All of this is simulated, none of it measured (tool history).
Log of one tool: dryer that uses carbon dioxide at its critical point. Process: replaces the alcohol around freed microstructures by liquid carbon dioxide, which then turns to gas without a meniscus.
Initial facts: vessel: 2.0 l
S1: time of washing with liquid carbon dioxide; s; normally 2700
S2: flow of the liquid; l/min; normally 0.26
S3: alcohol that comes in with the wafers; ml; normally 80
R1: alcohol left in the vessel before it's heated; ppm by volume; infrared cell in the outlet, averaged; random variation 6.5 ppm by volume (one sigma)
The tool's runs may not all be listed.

| run | day | S1 | S2 | S3 | R1 |
|---|---|---|---|---|---|
| 1 | 0 | 2700 | 0.26 | 80 | 593 |
| 2 | 2.567 | 2700 | 0.26 | 80 | 617 |
| 3 | 5.175 | 2700 | 0.26 | 80 | 650 |
| 4 | 6.246 | 2700 | 0.26 | 80 | 647 |
| 5 | 7.95 | 2700 | 0.26 | 80 | 663 |
| 6 | 9.842 | 2700 | 0.26 | 80 | 678 |
| 7 | 12.054 | 2700 | 0.26 | 80 | 721 |
| 8 | 13.362 | 2700 | 0.26 | 80 | 703 |
| 9 | 15.55 | 2700 | 0.343 | 80 | 376 |
| 10 | 17.838 | 2700 | 0.26 | 80 | 775 |
| 11 | 19.383 | 2640 | 0.26 | 80 | 856 |
| 12 | 20.6 | 2700 | 0.26 | 29 | 480 |
| 13 | 22.204 | 2700 | 0.26 | 29 | 485 |
|  | 22.508 | purifier's bed changed |
| 14 | 23.804 | 2040 | 0.26 | 80 | 1547 |
|  | 25.517 | inlet filter changed |
| 15 | 25.712 | 2040 | 0.26 | 80 | 926 |
| 16 | 27.396 | 2040 | 0.26 | 80 | 959 |
| 17 | 28.971 | 2040 | 0.26 | 80 | 1002 |
| 18 | 31.296 | 2280 | 0.248 | 32 | 355 |
| 19 | 33.042 | 2280 | 0.248 | 73 | 781 |
| 20 | 35.662 | 2820 | 0.16 | 61 | 1587 |
| 21 | 36.729 | 2580 | 0.222 | 65 | 731 |
| 22 | 38.221 | 2580 | 0.222 | 65 | 742 |
| 23 | 40.729 | 1920 | 0.282 | 62 | 860 |
| 24 | 42.596 | 2460 | 0.26 | 29 | 275 |
| 25 | 44.35 | 2460 | 0.26 | 29 | 272 |
| 26 | 45.667 | 2460 | 0.26 | 29 | 283 |
| 27 | 47.704 | 2700 | 0.217 | 55 | 692 |
| 28 | 50.225 | 2700 | 0.217 | 55 | 716 |

Consider 4 possible next runs. They are alternatives, not a sequence: every one starts from the tool as it was left by run 28. What does each give?
| A | 52.475 | 3120 | 0.27 | 56 | ? |
| B | 52.475 | 1740 | 0.262 | 26 | ? |
| C | 52.475 | 1860 | 0.217 | 55 | ? |
| D | 52.475 | 3360 | 0.281 | 21 | ? |

| run | R1 |
|---|---|
| A | 237 |
| B | 768 |
| C | 2178 |
| D | 145 |
What these runs would have given with no unlogged condition in the tool:
| run | R1 |
|---|---|
| A | 75 |
| B | 494 |
| C | 1623 |
| D | 14 |
